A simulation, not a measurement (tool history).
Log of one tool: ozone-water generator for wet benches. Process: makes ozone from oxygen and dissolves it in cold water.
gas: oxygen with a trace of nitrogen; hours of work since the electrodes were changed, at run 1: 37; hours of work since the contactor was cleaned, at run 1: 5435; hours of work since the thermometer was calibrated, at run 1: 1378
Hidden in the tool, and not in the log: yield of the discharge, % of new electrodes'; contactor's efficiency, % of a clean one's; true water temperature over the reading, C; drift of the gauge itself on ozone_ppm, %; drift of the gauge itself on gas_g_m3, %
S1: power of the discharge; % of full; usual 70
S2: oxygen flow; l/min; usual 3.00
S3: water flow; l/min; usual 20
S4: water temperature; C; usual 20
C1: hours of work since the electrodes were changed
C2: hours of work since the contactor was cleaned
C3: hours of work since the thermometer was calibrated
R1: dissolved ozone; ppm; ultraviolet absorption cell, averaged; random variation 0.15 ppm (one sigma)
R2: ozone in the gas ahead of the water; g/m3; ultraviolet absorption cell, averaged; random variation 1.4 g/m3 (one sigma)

run,hour,S1,S2,S3,S4,C1,C2,C3,R1,R2
1,0.0,70,3.00,20,20,37,5435,1378,19.2,256.2
2,103.3,70,3.00,20,20,106,5504,1447,18.9,257.5
3,212.4,70,3.00,20,20,179,5577,1520,19.0,257.2
4,328.0,70,3.00,20,20,256,5655,1598,18.7,254.0
5,409.5,89,3.00,20,20,311,5709,1652,21.6,294.0
6,460.5,89,3.00,20,20,345,5744,1686,21.9,291.8
7,571.7,70,3.00,20,20,420,5818,1761,19.0,255.0
8,639.2,70,3.00,20,20,465,5863,1806,18.9,254.7
9,698.0,70,3.00,20,20,504,5903,1845,18.9,252.5
10,797.5,70,3.00,20,20,571,5969,1912,18.8,254.4
11,858.1,70,3.00,20,20,612,6010,1953,18.7,251.3
12,957.8,59,3.00,20,20,678,6077,2019,16.9,230.1
13,1010.9,70,3.00,20,20,714,6112,2055,18.6,253.4
14,1068.4,69,3.00,20,20,752,6151,2094,18.6,250.1
15,1171.3,69,3.00,20,20,821,6220,2162,18.4,251.5
16,1228.8,69,3.00,20,20,860,6258,2201,18.5,250.6
17,1330.0,70,3.00,20,20,928,6326,2269,18.7,251.4
# hour 1338.3: water thermometer calibrated
18,1431.1,77,3.00,20,20,995,6393,62,19.6,264.3
19,1489.8,67,5.18,13,27,1034,6433,101,23.3,199.9
20,1598.3,54,2.66,14,17,1107,6505,174,20.9,223.5
21,1678.7,54,2.66,14,17,1161,6559,228,21.2,226.9
22,1786.5,54,2.66,14,17,1233,6631,300,21.2,226.5
# hour 1886.1: water thermometer calibrated, once more
23,1901.6,54,2.66,14,17,1310,6708,10,21.0,223.4
24,1981.0,54,2.66,14,17,1363,6761,64,20.8,222.6
25,2054.0,54,2.66,14,17,1412,6810,112,21.0,223.9
26,2117.4,54,2.66,14,17,1455,6853,155,20.9,223.2
27,2202.2,54,2.66,14,17,1511,6910,212,20.6,224.1
28,2263.2,42,2.66,14,24,1552,6951,253,16.5,193.8
29,2378.5,79,2.52,29,12,1629,7028,330,14.0,284.3
30,2443.8,79,2.52,29,12,1673,7071,374,14.0,284.0
31,2520.8,79,2.52,29,12,1725,7123,425,13.8,283.5
32,2623.2,100,1.61,22,14,1793,7192,494,16.8,386.3
33,2695.4,100,1.61,22,17,1842,7240,542,16.7,384.1

Measured less the same run without the tool's hidden state. The same run-to-run variation is in both; the gauge's scatter may not be:
run,R1,R2
1,-0.6,+1.5
2,-0.7,+1.1
3,-0.7,+0.8
4,-0.7,+0.4
5,-0.9,+0.2
6,-0.9,+0.0
7,-0.8,-0.3
8,-0.8,-0.5
9,-0.8,-0.7
10,-0.9,-1.0
11,-0.8,-1.2
12,-0.8,-1.3
13,-1.0,-1.8
14,-0.9,-1.9
15,-1.0,-2.2
16,-1.0,-2.3
17,-1.0,-2.6
18,-1.1,-3.4
19,-1.2,-2.5
20,-1.1,-2.6
21,-1.2,-2.9
22,-1.2,-3.2
23,-1.2,-3.3
24,-1.3,-3.6
25,-1.3,-3.7
26,-1.3,-3.9
27,-1.3,-4.1
28,-1.0,-3.0
29,-1.1,-7.3
30,-1.1,-7.5
31,-1.2,-7.8
32,-1.4,-12.7
33,-1.4,-13.2
